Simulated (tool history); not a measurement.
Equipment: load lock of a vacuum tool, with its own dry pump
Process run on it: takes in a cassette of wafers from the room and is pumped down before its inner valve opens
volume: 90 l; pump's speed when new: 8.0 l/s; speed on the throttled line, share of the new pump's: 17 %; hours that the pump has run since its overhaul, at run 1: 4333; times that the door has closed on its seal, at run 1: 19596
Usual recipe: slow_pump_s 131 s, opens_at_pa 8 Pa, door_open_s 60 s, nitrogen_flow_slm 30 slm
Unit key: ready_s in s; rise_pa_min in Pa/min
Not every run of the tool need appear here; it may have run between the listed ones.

run	hour	slow_pump_s	opens_at_pa	door_open_s	nitrogen_flow_slm	hours that the pump has run since its overhaul	times that the door has closed on its seal	incoming humidity of the room's air, %	ready_s	rise_pa_min
1	0.0	131	8	60	30	4333	19596	42.0	228.3	0.141
2	161.7	131	8	60	24	4495	20038	46.4	227.5	0.150
3	410.0	131	8	60	24	4743	20716	45.2	232.8	0.160
4	687.3	131	8	60	24	5020	21473	43.3	230.2	0.161
5	1018.5	131	8	60	24	5352	22377	47.9	231.5	0.174
6	1190.5	131	8	60	24	5524	22847	47.1	233.0	0.173
7	1420.6	131	8	60	24	5754	23475	46.3	234.4	0.190
8	1687.7	131	8	60	30	6021	24204	44.6	231.8	0.187
9	1951.3	131	8	60	30	6284	24924	45.1	240.7	0.200
10	2261.7	131	8	60	30	6595	25772	43.4	236.9	0.211
11	2513.5	131	8	60	30	6847	26459	43.6	240.2	0.224
12	2677.1	131	8	60	30	7010	26906	44.4	238.1	0.226
13	3025.7	131	8	60	30	7359	27858	43.9	243.0	0.240
14	3388.1	131	8	60	30	7721	28847	44.9	241.7	0.254
15	3664.9	131	8	60	30	7998	29603	46.9	240.9	0.254
16	3993.3	131	8	53	30	8326	30500	43.4	243.0	0.267
17	4252.2	131	6	60	30	8585	31207	43.0	254.3	0.278
18	4539.6	131	11	67	30	8873	31992	43.2	242.2	0.298
19	4724.5	131	7	54	14	9058	32496	43.0	250.3	0.307
20	4918.7	131	7	54	14	9252	33027	43.9	254.4	0.328
# hour 5120.8: dry pump taken out, an overhauled one fitted
21	5240.7	73	8	60	29	120	33889	42.5	170.9	0.319
# hour 5409.2: door's seal changed, seat wiped
22	5431.6	73	8	60	29	309	61	46.4	169.0	0.020
23	5697.2	73	8	60	29	575	786	42.8	171.7	0.020
24	6001.6	149	12	46	4	879	1617	45.2	231.3	0.028
25	6316.4	149	12	46	4	1194	2477	45.9	230.9	0.037
26	6611.5	201	12	53	4	1489	3282	43.5	273.3	0.040
27	6834.7	145	9	115	4	1712	3892	44.9	233.5	0.055
28	7173.5	72	8	72	30	2051	4817	44.7	175.7	0.031
29	7435.5	68	15	38	5	2313	5532	44.0	164.6	0.044
30	7603.4	80	7	49	36	2481	5991	45.6	185.2	0.039
31	7904.4	80	7	52	25	2782	6813	44.3	186.7	0.045
32	8079.7	80	7	52	25	2957	7291	46.4	185.5	0.039

Alternative continuations, all from the tool just after run 32; predict every row:
A	8307.5	131	8	62	30	3185	7913	46.9	?	?
B	8307.5	77	12	45	30	3185	7913	47.0	?	?
C	8307.5	131	8	29	20	3185	7913	48.3	?	?

run	ready_s	rise_pa_min
A	226.1	0.051
B	177.8	0.049
C	225.5	0.051
With no hidden state in the tool, these same runs would have given:
run	ready_s	rise_pa_min
A	216.4	0.020
B	167.8	0.017
C	215.8	0.020
